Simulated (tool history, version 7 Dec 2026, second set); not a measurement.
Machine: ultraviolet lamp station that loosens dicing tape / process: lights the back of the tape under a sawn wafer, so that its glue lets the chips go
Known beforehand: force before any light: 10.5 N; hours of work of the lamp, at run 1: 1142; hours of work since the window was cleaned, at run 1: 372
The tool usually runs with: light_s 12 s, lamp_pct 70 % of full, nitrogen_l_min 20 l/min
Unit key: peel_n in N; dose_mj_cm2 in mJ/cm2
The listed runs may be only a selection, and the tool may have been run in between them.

run,hour,light_s,lamp_pct,nitrogen_l_min,hours of work of the lamp,hours of work since the window was cleaned,peel_n,dose_mj_cm2
1,0.0,12,70,20,1142,372,2.759,297
2,28.3,12,70,20,1165,394,2.806,288
3,53.5,12,70,8,1185,414,4.024,290
# hour 78.6: window cleaned of glue's vapour
4,90.3,12,70,8,1214,9,4.277,275
5,125.6,13,70,8,1242,38,3.926,295
# hour 137.0: window cleaned of glue's vapour, once more
6,151.5,13,70,8,1262,12,3.752,323
7,175.7,12,70,20,1281,31,2.715,300
8,206.1,12,70,20,1306,55,2.796,293
9,230.2,12,70,20,1325,74,2.857,288
10,263.4,12,70,20,1351,101,2.833,288
11,300.8,12,70,20,1381,131,2.782,285
12,335.2,12,70,19,1409,158,2.925,282
13,375.2,12,70,20,1441,190,2.936,278
14,402.1,12,70,20,1462,212,2.915,274
15,420.8,12,70,20,1477,226,3.085,275
# hour 441.2: lamp changed
16,461.3,12,70,20,16,258,1.766,398
17,491.9,20,70,20,40,282,0.580,651
18,522.9,17,70,20,65,307,0.915,550
19,548.0,17,70,20,85,327,0.928,544
20,584.4,17,70,20,114,356,0.936,542
21,605.4,17,70,20,131,373,0.957,537
22,629.6,17,70,20,150,392,0.994,532
23,671.6,17,70,20,184,426,1.004,531
# hour 682.4: window cleaned of glue's vapour
24,705.8,17,70,20,211,19,0.895,548
25,723.3,17,70,20,225,33,0.901,547
26,759.5,17,70,20,254,61,0.945,544
27,779.6,17,70,20,270,78,0.911,543
28,806.6,12,67,20,291,99,1.991,361
29,844.6,12,67,20,321,129,2.063,362
30,870.1,11,70,20,342,150,2.184,342
31,907.7,17,78,7,372,180,1.791,585
32,927.8,17,87,8,388,196,1.400,636
33,968.3,9,87,27,420,228,1.956,335
34,999.0,18,68,27,445,253,0.805,530
35,1032.6,9,70,37,472,279,2.457,267
36,1052.0,9,70,37,487,295,2.456,267
37,1077.7,15,64,20,508,315,1.663,396
38,1095.7,15,64,20,522,330,1.689,394
39,1112.7,12,70,12,535,343,2.898,348
40,1148.9,20,70,20,564,372,0.841,568
41,1179.7,23,84,35,589,397,0.241,776
42,1205.7,15,70,35,610,418,1.166,417
# hour 1226.4: window cleaned of glue's vapour
43,1229.8,12,94,22,628,3,1.166,477

How would selected steps in peel_n from run to run divide? Give the signed amount a tool lacking its hidden state would still show from settings, what came in and random variation, and the signed amount left for the hidden state, including any gauge scatter that is not in both of the compared results.
What the log doesn't record here: lamp's light, % of a new lamp's; light that the window lets through, % of a clean one's; drift of the gauge itself on peel_n, %; drift of the gauge itself on dose_mj_cm2, %.
Run 15 -> 16: lamp changed. peel_n -1.319 N: hidden state -1.299, all else -0.020.
Run 34 -> 35: light_s 18 -> 9, lamp_pct 68 -> 70, nitrogen_l_min 27 -> 37. peel_n +1.652 N: hidden state +0.306, all else +1.346.
Run 39 -> 40: light_s 12 -> 20, nitrogen_l_min 12 -> 20. peel_n -2.057 N: hidden state -0.359, all else -1.698.
Run 41 -> 42: light_s 23 -> 15, lamp_pct 84 -> 70. peel_n +0.925 N: hidden state +0.374, all else +0.551.
